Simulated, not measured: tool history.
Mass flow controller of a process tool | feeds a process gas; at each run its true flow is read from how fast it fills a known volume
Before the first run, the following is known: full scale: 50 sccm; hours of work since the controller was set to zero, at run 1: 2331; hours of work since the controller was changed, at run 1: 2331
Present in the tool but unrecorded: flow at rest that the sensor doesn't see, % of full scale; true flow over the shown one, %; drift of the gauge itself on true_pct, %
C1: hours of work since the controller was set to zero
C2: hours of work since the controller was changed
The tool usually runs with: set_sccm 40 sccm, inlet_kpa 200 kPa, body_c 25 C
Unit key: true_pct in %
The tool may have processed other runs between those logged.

{"run": 1, "hour": 0.0, "set_sccm": 40, "inlet_kpa": 200, "body_c": 25, "C1": 2331, "C2": 2331, "true_pct": 99.3}
{"run": 2, "hour": 280.4, "set_sccm": 40, "inlet_kpa": 200, "body_c": 25, "C1": 2502, "C2": 2502, "true_pct": 99.35}
{"run": 3, "hour": 616.8, "set_sccm": 40, "inlet_kpa": 200, "body_c": 25, "C1": 2707, "C2": 2707, "true_pct": 99.1}
{"run": 4, "hour": 924.7, "set_sccm": 40, "inlet_kpa": 200, "body_c": 25, "C1": 2894, "C2": 2894, "true_pct": 99.21}
{"run": 5, "hour": 1239.5, "set_sccm": 40, "inlet_kpa": 200, "body_c": 25, "C1": 3086, "C2": 3086, "true_pct": 99.05}
{"run": 6, "hour": 1808.6, "set_sccm": 40, "inlet_kpa": 200, "body_c": 25, "C1": 3433, "C2": 3433, "true_pct": 99.08}
{"run": 7, "hour": 2105.1, "set_sccm": 40, "inlet_kpa": 200, "body_c": 25, "C1": 3614, "C2": 3614, "true_pct": 98.87}
{"run": 8, "hour": 2554.8, "set_sccm": 40, "inlet_kpa": 200, "body_c": 25, "C1": 3888, "C2": 3888, "true_pct": 98.95}
{"run": 9, "hour": 2960.4, "set_sccm": 20, "inlet_kpa": 200, "body_c": 25, "C1": 4135, "C2": 4135, "true_pct": 97.55}
{"run": 10, "hour": 3303.4, "set_sccm": 20, "inlet_kpa": 200, "body_c": 25, "C1": 4344, "C2": 4344, "true_pct": 97.51}
{"run": 11, "hour": 3856.2, "set_sccm": 10, "inlet_kpa": 244, "body_c": 24, "C1": 4681, "C2": 4681, "true_pct": 96.56}
{"run": 12, "hour": 4248.6, "set_sccm": 10, "inlet_kpa": 244, "body_c": 24, "C1": 4920, "C2": 4920, "true_pct": 96.59}
{"run": 13, "hour": 4814.2, "set_sccm": 7, "inlet_kpa": 179, "body_c": 35, "C1": 5265, "C2": 5265, "true_pct": 96.11}
{"run": 14, "hour": 5221.7, "set_sccm": 7, "inlet_kpa": 179, "body_c": 35, "C1": 5513, "C2": 5513, "true_pct": 96.06}
{"hour": 5414.0, "done": "controller's zero set anew"}
{"run": 15, "hour": 5632.6, "set_sccm": 46, "inlet_kpa": 179, "body_c": 30, "C1": 133, "C2": 5763, "true_pct": 98.6}
{"run": 16, "hour": 5923.2, "set_sccm": 37, "inlet_kpa": 179, "body_c": 30, "C1": 310, "C2": 5941, "true_pct": 97.89}
{"run": 17, "hour": 6218.5, "set_sccm": 29, "inlet_kpa": 269, "body_c": 25, "C1": 490, "C2": 6121, "true_pct": 97.13}

Consider 5 possible next runs. They are alternatives, not a sequence: every one starts from the tool as it was left by run 17. What does each give?
{"run": "A", "hour": 6742.7, "set_sccm": 6, "inlet_kpa": 174, "body_c": 32, "C1": 810, "C2": 6440, "true_pct": "?"}
{"run": "B", "hour": 6742.7, "set_sccm": 17, "inlet_kpa": 269, "body_c": 39, "C1": 810, "C2": 6440, "true_pct": "?"}
{"run": "C", "hour": 6742.7, "set_sccm": 29, "inlet_kpa": 149, "body_c": 25, "C1": 810, "C2": 6440, "true_pct": "?"}
{"run": "D", "hour": 6742.7, "set_sccm": 40, "inlet_kpa": 203, "body_c": 21, "C1": 810, "C2": 6440, "true_pct": "?"}
{"run": "E", "hour": 6742.7, "set_sccm": 16, "inlet_kpa": 200, "body_c": 25, "C1": 810, "C2": 6440, "true_pct": "?"}

run=A true_pct=95.88
run=B true_pct=95.97
run=C true_pct=97.62
run=D true_pct=98.29
run=E true_pct=96.67
What these runs would have given with no unlogged condition in the tool:
run=A true_pct=97.07
run=B true_pct=97.16
run=C true_pct=98.84
run=D true_pct=99.52
run=E true_pct=97.88
